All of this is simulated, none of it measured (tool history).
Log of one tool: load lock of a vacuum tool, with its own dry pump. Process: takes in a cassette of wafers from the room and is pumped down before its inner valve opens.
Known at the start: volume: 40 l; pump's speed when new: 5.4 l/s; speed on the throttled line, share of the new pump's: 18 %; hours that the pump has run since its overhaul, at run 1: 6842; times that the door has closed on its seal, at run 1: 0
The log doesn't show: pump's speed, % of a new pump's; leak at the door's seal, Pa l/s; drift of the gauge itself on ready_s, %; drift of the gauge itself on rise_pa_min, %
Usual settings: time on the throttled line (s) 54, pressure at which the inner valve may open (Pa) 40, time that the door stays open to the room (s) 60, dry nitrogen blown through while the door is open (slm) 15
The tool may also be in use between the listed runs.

run      day  time on the throttled line (s)  pressure at which the inner valve may open (Pa)  time that the door stays open to the room (s)  dry nitrogen blown through while the door is open (slm)  hours that the pump has run since its overhaul  times that the door has closed on its seal  incoming humidity of the room's air, %  time from the closed door until the inner valve may open (s)  rise of the pressure with all valves shut (Pa/min)
  1        0                              54                                               40                                             60                                                       15                                            6842                                           0                                    43.6                                                         102.7                                               0.041
  2   14.729                              54                                               40                                             60                                                       15                                            7196                                        1639                                    46.6                                                         102.6                                               0.046
  3    31.15                              68                                               40                                             60                                                       15                                            7590                                        3466                                      48                                                         114.8                                               0.045
  4    52.75                              68                                               40                                             60                                                       15                                            8108                                        5870                                    45.7                                                         114.9                                               0.043
  5   70.646                              68                                               40                                             60                                                       15                                            8538                                        7861                                    46.8                                                         114.5                                               0.048
  6   86.325                              54                                               40                                            148                                                       15                                            8914                                        9606                                    44.6                                                         102.4                                               0.061
  7  100.058                              54                                               40                                             60                                                       15                                            9244                                       11134                                    44.1                                                         102.6                                               0.041
  8  117.792                              54                                               29                                             60                                                       15                                            9669                                       13107                                    41.4                                                         105.2                                               0.044
  9  128.112                              54                                               29                                             60                                                       15                                            9917                                       14256                                    44.1                                                         104.7                                               0.038
 10  148.996                              54                                               40                                             90                                                       15                                           10418                                       16580                                    47.1                                                         102.4                                               0.056
 11  158.717                              41                                               40                                             90                                                       15                                           10651                                       17661                                    44.2                                                          92.3                                               0.046
 12  168.892                              41                                               40                                             90                                                       15                                           10896                                       18794                                    46.5                                                            92                                               0.053
 13  178.538                              41                                               40                                             90                                                       15                                           11127                                       19867                                    44.4                                                          92.5                                               0.057
     185.033  -- door's seal changed, seat wiped
 14  191.375                              54                                               40                                             60                                                        5                                           11434                                         705                                    42.5                                                           104                                                0.05
 15  208.075                              54                                               45                                             60                                                        5                                           11835                                        2564                                    43.5                                                         102.3                                               0.047
     214.421  -- dry pump taken out, an overhauled one fitted
 16  227.696                              36                                               40                                             60                                                       15                                             319                                        4719                                    49.6                                                            88                                               0.046
 17  238.492                              36                                               40                                             60                                                       15                                             578                                        5920                                    44.1                                                          88.3                                                0.04
 18   257.05                              36                                               40                                             60                                                       15                                            1023                                        7985                                    43.3                                                          87.3                                               0.048
 19  278.196                              36                                               29                                             71                                                       23                                            1531                                       10339                                    45.2                                                          90.3                                               0.044
 20  292.171                              36                                               29                                             71                                                       23                                            1866                                       11893                                    44.9                                                          90.7                                               0.045
 21  312.958                              36                                               29                                             71                                                       23                                            2365                                       14207                                    45.3                                                          90.1                                               0.039
 22  322.596                              36                                               77                                             40                                                       23                                            2596                                       15279                                    46.7                                                          82.2                                               0.036
 23  334.104                              35                                               33                                             40                                                       23                                            2872                                       16560                                    43.5                                                          89.3                                               0.031
 24    343.5                              45                                               78                                             60                                                       15                                            3098                                       17605                                    42.2                                                          89.9                                                0.04
 25  365.462                              45                                               78                                            106                                                       37                                            3625                                       20049                                    46.8                                                          90.6                                               0.043
     370.529  -- door's seal changed, seat wiped
 26  383.508                              48                                               76                                            174                                                       32                                            4057                                        1444                                    41.3                                                          93.6                                               0.052
 27      405                              40                                               55                                             35                                                       20                                            4572                                        3836                                    42.3                                                          88.7                                                0.03
 28  422.588                              40                                               55                                             35                                                       20                                            4994                                        5793                                    43.3                                                          90.2                                               0.033
 29  441.029                              86                                               55                                            102                                                       18                                            5437                                        7845                                    48.3                                                         126.5                                               0.057
 30  461.817                              54                                               70                                             44                                                       15                                            5936                                       10158                                    44.1                                                          99.2                                               0.036
 31  482.583                              54                                               54                                             31                                                       15                                            6434                                       12469                                      49                                                         100.8                                               0.037
 32  500.242                              33                                               31                                            198                                                        7                                            6858                                       14434                                    46.9                                                          88.4                                               0.093
 33  514.271                              33                                               53                                            198                                                        5                                            7195                                       15995                                    44.4                                                          84.1                                               0.093
 34  527.021                              58                                               29                                             29                                                        5                                            7501                                       17414                                    45.4                                                         107.4                                                0.04
 35  544.575                              54                                               38                                             60                                                        4                                            7922                                       19367                                    41.6                                                           104                                               0.051
     556.283  -- door's seal changed, seat wiped
 36  564.358                              30                                               40                                             60                                                       30                                            8396                                         898                                    44.2                                                            84                                               0.029

3 ways to go on from here, each from the tool as it stands after run 36. What would each give?
  A  581.862                              30                                               40                                            122                                                       11                                            8816                                        2846                                    44.9                                                             ?                                                   ?
  B  581.862                              54                                               45                                             60                                                       17                                            8816                                        2846                                    46.8                                                             ?                                                   ?
  C  581.862                              30                                               40                                             60                                                        5                                            8816                                        2846                                    46.2                                                             ?                                                   ?

run  time from the closed door until the inner valve may open (s)  rise of the pressure with all valves shut (Pa/min)
  A                                                          84.8                                               0.062
  B                                                         102.9                                               0.051
  C                                                          83.2                                               0.056
Without the tool's hidden state the same runs would have given:
run  time from the closed door until the inner valve may open (s)  rise of the pressure with all valves shut (Pa/min)
  A                                                          84.7                                               0.062
  B                                                         102.9                                               0.051
  C                                                          83.2                                               0.056

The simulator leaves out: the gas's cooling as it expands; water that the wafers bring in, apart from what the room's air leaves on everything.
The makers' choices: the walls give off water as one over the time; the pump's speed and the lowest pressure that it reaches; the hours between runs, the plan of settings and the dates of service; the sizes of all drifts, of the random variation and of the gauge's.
